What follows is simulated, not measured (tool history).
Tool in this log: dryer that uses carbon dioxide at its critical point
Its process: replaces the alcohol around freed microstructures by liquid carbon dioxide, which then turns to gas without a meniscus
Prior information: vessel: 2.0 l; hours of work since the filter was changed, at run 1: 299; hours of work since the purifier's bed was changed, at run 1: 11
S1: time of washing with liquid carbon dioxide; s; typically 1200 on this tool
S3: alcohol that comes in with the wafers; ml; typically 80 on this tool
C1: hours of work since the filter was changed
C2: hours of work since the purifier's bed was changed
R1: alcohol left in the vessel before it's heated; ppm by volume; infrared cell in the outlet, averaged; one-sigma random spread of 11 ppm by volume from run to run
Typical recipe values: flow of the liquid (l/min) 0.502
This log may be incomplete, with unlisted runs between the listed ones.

{"run": 1, "hour": 0.0, "S1": 1200, "flow of the liquid (l/min)": 0.502, "S3": 80, "C1": 299, "C2": 11, "R1": 878}
{"run": 2, "hour": 17.3, "S1": 1200, "flow of the liquid (l/min)": 0.502, "S3": 80, "C1": 306, "C2": 18, "R1": 897}
{"run": 3, "hour": 30.1, "S1": 1200, "flow of the liquid (l/min)": 0.485, "S3": 80, "C1": 311, "C2": 23, "R1": 1069}
{"run": 4, "hour": 40.4, "S1": 1200, "flow of the liquid (l/min)": 0.502, "S3": 80, "C1": 315, "C2": 27, "R1": 911}
{"hour": 42.2, "done": "inlet filter changed"}
{"run": 5, "hour": 50.9, "S1": 1200, "flow of the liquid (l/min)": 0.502, "S3": 80, "C1": 3, "C2": 31, "R1": 659}
{"run": 6, "hour": 62.1, "S1": 1200, "flow of the liquid (l/min)": 0.502, "S3": 80, "C1": 8, "C2": 36, "R1": 677}
{"run": 7, "hour": 71.6, "S1": 1200, "flow of the liquid (l/min)": 0.502, "S3": 68, "C1": 12, "C2": 40, "R1": 586}
{"run": 8, "hour": 79.3, "S1": 1200, "flow of the liquid (l/min)": 0.502, "S3": 68, "C1": 15, "C2": 43, "R1": 586}
{"run": 9, "hour": 96.5, "S1": 1200, "flow of the liquid (l/min)": 0.502, "S3": 68, "C1": 22, "C2": 50, "R1": 577}
{"run": 10, "hour": 106.8, "S1": 1200, "flow of the liquid (l/min)": 0.502, "S3": 68, "C1": 26, "C2": 54, "R1": 565}
{"run": 11, "hour": 119.4, "S1": 1200, "flow of the liquid (l/min)": 0.502, "S3": 68, "C1": 31, "C2": 59, "R1": 567}
{"run": 12, "hour": 133.2, "S1": 1200, "flow of the liquid (l/min)": 0.502, "S3": 68, "C1": 37, "C2": 65, "R1": 601}
{"run": 13, "hour": 145.8, "S1": 1200, "flow of the liquid (l/min)": 0.502, "S3": 68, "C1": 42, "C2": 70, "R1": 578}
{"run": 14, "hour": 153.4, "S1": 1200, "flow of the liquid (l/min)": 0.502, "S3": 52, "C1": 45, "C2": 73, "R1": 445}
{"run": 15, "hour": 164.3, "S1": 1200, "flow of the liquid (l/min)": 0.502, "S3": 52, "C1": 49, "C2": 77, "R1": 462}
{"run": 16, "hour": 181.9, "S1": 1200, "flow of the liquid (l/min)": 0.502, "S3": 52, "C1": 57, "C2": 84, "R1": 483}
{"run": 17, "hour": 193.9, "S1": 1200, "flow of the liquid (l/min)": 0.502, "S3": 52, "C1": 61, "C2": 89, "R1": 465}
{"run": 18, "hour": 204.6, "S1": 1200, "flow of the liquid (l/min)": 0.502, "S3": 80, "C1": 66, "C2": 94, "R1": 712}
{"run": 19, "hour": 214.7, "S1": 1200, "flow of the liquid (l/min)": 0.502, "S3": 33, "C1": 70, "C2": 98, "R1": 299}
{"run": 20, "hour": 230.0, "S1": 1200, "flow of the liquid (l/min)": 0.502, "S3": 33, "C1": 76, "C2": 104, "R1": 315}
{"run": 21, "hour": 244.7, "S1": 1200, "flow of the liquid (l/min)": 0.308, "S3": 33, "C1": 82, "C2": 110, "R1": 1509}
{"run": 22, "hour": 252.2, "S1": 1200, "flow of the liquid (l/min)": 0.502, "S3": 80, "C1": 85, "C2": 113, "R1": 709}
{"run": 23, "hour": 264.2, "S1": 1200, "flow of the liquid (l/min)": 0.502, "S3": 80, "C1": 90, "C2": 118, "R1": 718}
{"run": 24, "hour": 279.9, "S1": 1200, "flow of the liquid (l/min)": 0.502, "S3": 80, "C1": 96, "C2": 124, "R1": 732}
{"run": 25, "hour": 287.0, "S1": 840, "flow of the liquid (l/min)": 0.383, "S3": 39, "C1": 99, "C2": 127, "R1": 2411}
{"run": 26, "hour": 303.9, "S1": 1140, "flow of the liquid (l/min)": 0.357, "S3": 27, "C1": 106, "C2": 134, "R1": 979}
{"run": 27, "hour": 319.9, "S1": 720, "flow of the liquid (l/min)": 0.357, "S3": 39, "C1": 113, "C2": 140, "R1": 3646}
{"run": 28, "hour": 335.5, "S1": 1500, "flow of the liquid (l/min)": 0.38, "S3": 59, "C1": 119, "C2": 147, "R1": 738}
{"run": 29, "hour": 346.6, "S1": 1080, "flow of the liquid (l/min)": 0.679, "S3": 35, "C1": 123, "C2": 151, "R1": 148}
{"run": 30, "hour": 356.9, "S1": 960, "flow of the liquid (l/min)": 0.688, "S3": 74, "C1": 128, "C2": 155, "R1": 455}
{"run": 31, "hour": 371.3, "S1": 1020, "flow of the liquid (l/min)": 0.546, "S3": 80, "C1": 133, "C2": 161, "R1": 1013}
{"run": 32, "hour": 383.7, "S1": 1020, "flow of the liquid (l/min)": 0.546, "S3": 80, "C1": 138, "C2": 166, "R1": 1010}
{"run": 33, "hour": 397.3, "S1": 1020, "flow of the liquid (l/min)": 0.546, "S3": 80, "C1": 144, "C2": 172, "R1": 1031}
{"run": 34, "hour": 410.5, "S1": 1260, "flow of the liquid (l/min)": 0.321, "S3": 30, "C1": 149, "C2": 177, "R1": 1143}
{"run": 35, "hour": 419.3, "S1": 1260, "flow of the liquid (l/min)": 0.384, "S3": 30, "C1": 153, "C2": 181, "R1": 676}
{"run": 36, "hour": 430.3, "S1": 1260, "flow of the liquid (l/min)": 0.807, "S3": 38, "C1": 157, "C2": 185, "R1": 34}
{"run": 37, "hour": 443.8, "S1": 1500, "flow of the liquid (l/min)": 0.338, "S3": 80, "C1": 163, "C2": 191, "R1": 1577}
{"run": 38, "hour": 459.0, "S1": 780, "flow of the liquid (l/min)": 0.731, "S3": 80, "C1": 169, "C2": 197, "R1": 882}
{"run": 39, "hour": 467.3, "S1": 780, "flow of the liquid (l/min)": 0.427, "S3": 41, "C1": 172, "C2": 200, "R1": 2380}
{"run": 40, "hour": 476.4, "S1": 780, "flow of the liquid (l/min)": 0.427, "S3": 41, "C1": 176, "C2": 204, "R1": 2414}
{"run": 41, "hour": 486.1, "S1": 780, "flow of the liquid (l/min)": 0.427, "S3": 41, "C1": 180, "C2": 208, "R1": 2437}
{"run": 42, "hour": 503.2, "S1": 780, "flow of the liquid (l/min)": 0.427, "S3": 41, "C1": 187, "C2": 215, "R1": 2450}
{"run": 43, "hour": 516.5, "S1": 1560, "flow of the liquid (l/min)": 0.427, "S3": 89, "C1": 192, "C2": 220, "R1": 643}
{"run": 44, "hour": 526.7, "S1": 1200, "flow of the liquid (l/min)": 0.502, "S3": 85, "C1": 196, "C2": 224, "R1": 874}
{"run": 45, "hour": 539.8, "S1": 900, "flow of the liquid (l/min)": 0.502, "S3": 85, "C1": 202, "C2": 230, "R1": 2304}
{"run": 46, "hour": 555.5, "S1": 780, "flow of the liquid (l/min)": 0.474, "S3": 60, "C1": 208, "C2": 236, "R1": 2809}
{"run": 47, "hour": 571.7, "S1": 780, "flow of the liquid (l/min)": 0.474, "S3": 60, "C1": 215, "C2": 243, "R1": 2820}
{"run": 48, "hour": 586.2, "S1": 780, "flow of the liquid (l/min)": 0.474, "S3": 60, "C1": 221, "C2": 248, "R1": 2863}

Branching from run 48: 3 alternative next runs. What would each branch give?
{"run": "A", "hour": 596.4, "S1": 1680, "flow of the liquid (l/min)": 0.502, "S3": 27, "C1": 225, "C2": 253, "R1": "?"}
{"run": "B", "hour": 596.4, "S1": 780, "flow of the liquid (l/min)": 0.335, "S3": 39, "C1": 225, "C2": 253, "R1": "?"}
{"run": "C", "hour": 596.4, "S1": 1380, "flow of the liquid (l/min)": 0.474, "S3": 36, "C1": 225, "C2": 253, "R1": "?"}

run=A R1=89
run=B R1=3836
run=C R1=296
The same runs, with their run-to-run variation unchanged, on a tool lacking any hidden condition would have given:
run=A R1=53
run=B R1=3433
run=C R1=213
